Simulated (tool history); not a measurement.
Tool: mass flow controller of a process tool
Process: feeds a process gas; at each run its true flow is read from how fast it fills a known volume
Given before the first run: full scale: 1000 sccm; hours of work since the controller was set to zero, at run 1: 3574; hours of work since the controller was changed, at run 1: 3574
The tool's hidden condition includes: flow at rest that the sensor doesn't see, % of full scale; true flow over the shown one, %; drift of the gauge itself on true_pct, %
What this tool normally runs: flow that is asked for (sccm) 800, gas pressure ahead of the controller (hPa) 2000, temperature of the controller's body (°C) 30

run,hour,flow that is asked for (sccm),gas pressure ahead of the controller (hPa),temperature of the controller's body (°C),hours of work since the controller was set to zero,hours of work since the controller was changed,true flow (%)
1,0,800,2000,30,3574,3574,99.03
2,296.7,242,2000,30,3719,3719,94.22
3,595.3,242,2000,30,3866,3866,94.1
4,780.9,141,2000,30,3956,3956,90.53
5,966.3,141,2000,30,4047,4047,90.3
6,1167.1,141,2000,30,4145,4145,90.13
7,1369.7,141,1490,30,4245,4245,90.23
8,1527.8,385,2000,30,4322,4322,96.01
9,1770.5,800,2000,23,4441,4441,98.01
10,1965.6,800,2000,30,4536,4536,98.68
# hour 2104.8: controller's zero set anew
11,2159.7,800,2000,30,27,4631,100.29
12,2286,800,2000,30,89,4693,100.38
13,2508.9,800,2000,30,198,4802,100.22
14,2636.4,742,1430,38,260,4864,101
15,2901.4,122,2220,23,390,4994,96.73
16,3084.4,280,2440,25,479,5084,97.71
17,3381.1,280,2440,25,625,5229,97.55
18,3555.1,630,1960,23,710,5314,99.12
19,3821.6,196,2530,28,840,5444,97.1
20,4090,281,2080,27,972,5576,97.78
21,4217.7,281,2080,27,1034,5638,97.78
22,4402.1,110,1690,40,1124,5728,96.63
23,4564.9,515,2000,21,1204,5808,98.3
24,4741.8,249,1920,30,1291,5895,97.65

Alternative continuations, all from the tool just after run 24; predict every row:
A,4972.9,761,1510,20,1404,6008,?
B,4972.9,221,1910,25,1404,6008,?
C,4972.9,422,2000,30,1404,6008,?
D,4972.9,845,1860,34,1404,6008,?

run,true flow (%)
A,99.16
B,96.67
C,98.62
D,100.62
Had the tool no hidden state, the same runs would have come out as:
run,true flow (%)
A,98.95
B,97.64
C,98.8
D,100.36

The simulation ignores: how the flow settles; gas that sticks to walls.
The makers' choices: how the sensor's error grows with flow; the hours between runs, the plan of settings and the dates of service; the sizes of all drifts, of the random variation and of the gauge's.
